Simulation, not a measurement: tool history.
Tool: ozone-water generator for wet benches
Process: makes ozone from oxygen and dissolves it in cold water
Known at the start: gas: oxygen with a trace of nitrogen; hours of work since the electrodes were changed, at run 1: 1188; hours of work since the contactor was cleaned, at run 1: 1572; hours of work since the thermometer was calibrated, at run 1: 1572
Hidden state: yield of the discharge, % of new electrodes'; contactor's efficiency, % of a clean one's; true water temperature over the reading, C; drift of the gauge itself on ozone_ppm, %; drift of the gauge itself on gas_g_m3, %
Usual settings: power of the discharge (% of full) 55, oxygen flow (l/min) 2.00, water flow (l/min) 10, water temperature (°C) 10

run	hour	power of the discharge (% of full)	oxygen flow (l/min)	water flow (l/min)	water temperature (°C)	hours of work since the electrodes were changed	hours of work since the contactor was cleaned	hours of work since the thermometer was calibrated	dissolved ozone (ppm)	ozone in the gas ahead of the water (g/m3)
1	0.0	55	2.00	10	10	1188	1572	1572	22.3	199.3
2	88.6	55	2.00	10	10	1246	1630	1630	22.1	201.1
3	260.9	55	2.00	10	10	1359	1742	1742	21.8	198.5
4	358.7	55	2.00	10	16	1423	1806	1806	20.4	201.9
5	517.0	98	2.00	10	16	1527	1910	1910	27.5	266.8
6	633.7	55	3.00	10	10	1603	1986	1986	23.4	165.8
7	757.4	55	3.00	10	10	1684	2067	2067	23.1	166.7
8	957.7	55	3.00	10	10	1815	2198	2198	23.0	163.2
9	1078.4	55	2.00	10	10	1894	2277	2277	21.3	197.9
10	1185.1	55	2.00	10	10	1963	2347	2347	21.6	197.4
# hour 1226.4: contactor cleaned
11	1321.0	76	2.00	10	10	2050	62	2433	25.7	232.8
# hour 1332.8: water thermometer calibrated
12	1431.8	76	1.60	10	10	2122	134	65	24.6	257.5
13	1628.3	55	2.00	10	10	2250	262	193	21.7	197.7
14	1728.0	55	2.00	10	10	2315	328	258	22.0	196.9
15	1914.6	55	2.00	10	7	2437	450	380	22.8	196.3
16	2036.6	55	2.00	10	7	2517	529	460	22.3	195.1
17	2138.3	55	2.00	10	10	2584	596	527	21.5	197.4
18	2300.2	55	1.02	14	10	2689	702	632	12.8	267.1
19	2389.9	76	1.67	10	8	2748	760	691	24.8	247.1
# hour 2524.9: water thermometer calibrated, once more
20	2546.4	55	2.34	10	18	2850	862	14	20.4	179.7
21	2672.7	55	2.34	10	18	2933	945	97	20.1	182.5
22	2781.9	98	1.34	11	7	3004	1016	168	23.9	307.8
23	2954.2	79	2.54	14	12	3117	1129	281	19.3	206.8
24	3133.9	55	2.00	10	5	3234	1246	398	22.4	192.5
25	3303.7	84	3.58	15	8	3345	1358	509	21.0	182.6
26	3433.9	44	3.01	7	8	3430	1443	594	26.8	143.9
27	3601.0	55	2.00	10	13	3540	1552	704	20.5	193.5
28	3745.2	55	2.00	10	13	3634	1646	798	20.4	191.8
29	3872.4	55	2.10	7	10	3717	1729	881	28.1	188.5
30	3969.7	55	2.00	10	9	3781	1793	945	21.3	190.8
31	4078.4	53	2.00	10	9	3852	1864	1016	20.7	186.6
32	4217.5	53	2.00	10	9	3943	1955	1107	20.7	186.0
33	4393.7	74	1.05	10	17	4058	2070	1222	18.7	293.1

4 ways to go on from here, each from the tool as it stands after run 33. What would each give?
A	4583.4	74	2.59	6	17	4182	2194	1346	?	?
B	4583.4	58	2.00	6	10	4182	2194	1346	?	?
C	4583.4	43	1.05	10	17	4182	2194	1346	?	?
D	4583.4	55	2.00	9	10	4182	2194	1346	?	?

run	dissolved ozone (ppm)	ozone in the gas ahead of the water (g/m3)
A	31.5	195.5
B	31.3	193.9
C	14.3	227.1
D	22.5	188.8
Without the tool's hidden state the same runs would have given:
run	dissolved ozone (ppm)	ozone in the gas ahead of the water (g/m3)
A	35.5	214.3
B	34.8	210.3
C	15.8	243.0
D	25.1	204.3

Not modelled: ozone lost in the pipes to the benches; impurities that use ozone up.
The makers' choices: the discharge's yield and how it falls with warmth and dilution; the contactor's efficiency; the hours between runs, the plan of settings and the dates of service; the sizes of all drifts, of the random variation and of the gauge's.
